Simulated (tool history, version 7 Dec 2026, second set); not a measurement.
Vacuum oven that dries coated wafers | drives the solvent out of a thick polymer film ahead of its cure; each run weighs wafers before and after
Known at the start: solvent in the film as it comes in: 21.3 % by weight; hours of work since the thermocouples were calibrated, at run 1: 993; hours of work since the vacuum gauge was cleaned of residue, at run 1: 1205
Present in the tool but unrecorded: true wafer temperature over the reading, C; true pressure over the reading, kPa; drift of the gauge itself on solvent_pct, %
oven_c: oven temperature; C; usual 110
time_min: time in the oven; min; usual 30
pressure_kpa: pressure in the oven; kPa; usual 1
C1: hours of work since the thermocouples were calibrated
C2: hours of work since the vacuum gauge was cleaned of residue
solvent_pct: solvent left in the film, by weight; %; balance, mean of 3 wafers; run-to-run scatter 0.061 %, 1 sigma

Run 1, day 0: usual settings; C1 993; C2 1205. Result: solvent_pct 4.08 %.
Run 2, day 2.062: usual settings; C1 1018; C2 1230. Result: solvent_pct 4.15 %.
Run 3, day 3.633: usual settings; C1 1037; C2 1249. Result: solvent_pct 4.11 %.
Run 4, day 6.017: usual settings but oven_c 116 C; C1 1066; C2 1278. Result: solvent_pct 2.53 %.
Run 5, day 8.192: usual settings; C1 1093; C2 1305. Result: solvent_pct 3.99 %.
Run 6, day 10.008: usual settings but oven_c 121 C; C1 1115; C2 1327. Result: solvent_pct 1.74 %.
Run 7, day 13.267: usual settings but oven_c 121 C; C1 1155; C2 1367. Result: solvent_pct 1.67 %.
Run 8, day 14.654: usual settings but time_min 25 min; C1 1172; C2 1384. Result: solvent_pct 5.04 %.
Run 9, day 16.558: usual settings but time_min 25 min; C1 1195; C2 1407. Result: solvent_pct 4.98 %.
Run 10, day 18.079: usual settings but time_min 25 min; C1 1214; C2 1426. Result: solvent_pct 4.95 %.
Run 11, day 21.017: usual settings but time_min 25 min, pressure_kpa 1.98 kPa; C1 1249; C2 1462. Result: solvent_pct 5.65 %.
At day 21.379: oven's thermocouples calibrated.
Run 12, day 24.05: usual settings but time_min 25 min, pressure_kpa 1.98 kPa; C1 33; C2 1498. Result: solvent_pct 5.7 %.
Run 13, day 27.388: usual settings but oven_c 123 C, time_min 33 min, pressure_kpa 1.99 kPa; C1 73; C2 1538. Result: solvent_pct 1.82 %.
Run 14, day 29.333: usual settings but time_min 43 min, pressure_kpa 2.85 kPa; C1 97; C2 1562. Result: solvent_pct 4.16 %.
Run 15, day 31.371: usual settings but oven_c 123 C, time_min 19 min, pressure_kpa 3.89 kPa; C1 122; C2 1587. Result: solvent_pct 4.39 %.
Run 16, day 33.688: usual settings but oven_c 112 C, time_min 37 min, pressure_kpa 3.89 kPa; C1 150; C2 1615. Result: solvent_pct 4.85 %.
At day 36.383: oven's thermocouples calibrated, once more.
Run 17, day 36.533: usual settings but oven_c 122 C, time_min 37 min, pressure_kpa 1.54 kPa; C1 2; C2 1649. Result: solvent_pct 1.68 %.
Run 18, day 39.15: usual settings but oven_c 122 C, time_min 37 min, pressure_kpa 1.54 kPa; C1 34; C2 1681. Result: solvent_pct 1.63 %.
Run 19, day 41.046: usual settings but oven_c 113 C, pressure_kpa 2.18 kPa; C1 57; C2 1704. Result: solvent_pct 4.55 %.
Run 20, day 42.442: usual settings but oven_c 113 C, time_min 44 min, pressure_kpa 3.68 kPa; C1 74; C2 1721. Result: solvent_pct 4.5 %.
Run 21, day 44.1: usual settings but oven_c 113 C, time_min 44 min, pressure_kpa 3.68 kPa; C1 94; C2 1741. Result: solvent_pct 4.43 %.
Run 22, day 45.817: usual settings but oven_c 121 C, time_min 20 min, pressure_kpa 3.98 kPa; C1 115; C2 1762. Result: solvent_pct 5.24 %.
Run 23, day 48.008: usual settings but oven_c 119 C, time_min 20 min, pressure_kpa 0.64 kPa; C1 142; C2 1789. Result: solvent_pct 3.64 %.
Run 24, day 50.208: usual settings but oven_c 105 C, time_min 20 min, pressure_kpa 0.64 kPa; C1 169; C2 1816. Result: solvent_pct 8.21 %.

Below are 3 alternative next runs, each starting from the tool's condition after run 24. Predict each:
Run A, day 53.208: usual settings but oven_c 111 C, time_min 16 min, pressure_kpa 0.64 kPa; C1 205; C2 1852. Result: solvent_pct ?.
Run B, day 53.208: usual settings but oven_c 112 C, time_min 20 min, pressure_kpa 0.52 kPa; C1 205; C2 1852. Result: solvent_pct ?.
Run C, day 53.208: usual settings but pressure_kpa 1.43 kPa; C1 205; C2 1852. Result: solvent_pct ?.

run  solvent_pct
  A         7.41
  B         5.75
  C         4.81
Stripped of hidden state, with their random variation kept, the same runs would have yielded:
run  solvent_pct
  A         7.31
  B         5.62
  C         4.63
